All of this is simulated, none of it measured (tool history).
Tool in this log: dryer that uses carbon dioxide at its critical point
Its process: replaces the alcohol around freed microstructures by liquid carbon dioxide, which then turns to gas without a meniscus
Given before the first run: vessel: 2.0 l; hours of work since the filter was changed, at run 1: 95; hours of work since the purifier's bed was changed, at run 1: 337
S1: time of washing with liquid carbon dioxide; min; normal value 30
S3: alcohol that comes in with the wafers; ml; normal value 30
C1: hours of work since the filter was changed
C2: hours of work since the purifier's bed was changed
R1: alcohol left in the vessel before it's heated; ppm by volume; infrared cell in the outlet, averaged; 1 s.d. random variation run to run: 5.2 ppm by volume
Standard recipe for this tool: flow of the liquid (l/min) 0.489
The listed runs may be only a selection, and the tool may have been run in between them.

run 1 hour=0.0 | S1=30 flow_of_the_liquid_(l/min)=0.489 S3=30 | C1=95 C2=337 | R1=120
run 2 hour=23.7 | S1=30 flow_of_the_liquid_(l/min)=0.489 S3=30 | C1=111 C2=353 | R1=125
run 3 hour=53.0 | S1=30 flow_of_the_liquid_(l/min)=0.511 S3=30 | C1=129 C2=371 | R1=101
run 4 hour=86.9 | S1=30 flow_of_the_liquid_(l/min)=0.511 S3=30 | C1=151 C2=393 | R1=116
run 5 hour=111.1 | S1=30 flow_of_the_liquid_(l/min)=0.511 S3=30 | C1=166 C2=408 | R1=118
run 6 hour=130.6 | S1=30 flow_of_the_liquid_(l/min)=0.511 S3=30 | C1=179 C2=421 | R1=126
run 7 hour=147.0 | S1=24 flow_of_the_liquid_(l/min)=0.702 S3=65 | C1=189 C2=431 | R1=141
run 8 hour=163.7 | S1=24 flow_of_the_liquid_(l/min)=0.702 S3=65 | C1=200 C2=442 | R1=151
run 9 hour=197.4 | S1=24 flow_of_the_liquid_(l/min)=0.702 S3=65 | C1=221 C2=463 | R1=153
run 10 hour=234.3 | S1=24 flow_of_the_liquid_(l/min)=0.702 S3=65 | C1=245 C2=487 | R1=163
run 11 hour=264.8 | S1=39 flow_of_the_liquid_(l/min)=0.433 S3=65 | C1=264 C2=506 | R1=160

What if the next run were any one of these 3? Each begins from the tool's condition after run 11:
run A hour=301.3 | S1=43 flow_of_the_liquid_(l/min)=0.417 S3=23 | C1=288 C2=530 | R1=?
run B hour=301.3 | S1=38 flow_of_the_liquid_(l/min)=0.737 S3=32 | C1=288 C2=530 | R1=?
run C hour=301.3 | S1=29 flow_of_the_liquid_(l/min)=0.451 S3=65 | C1=288 C2=530 | R1=?

run=A R1=79
run=B R1=52
run=C R1=446
The same runs, with their run-to-run variation unchanged, on a tool lacking any hidden condition would have given:
run=A R1=23
run=B R1=4
run=C R1=304
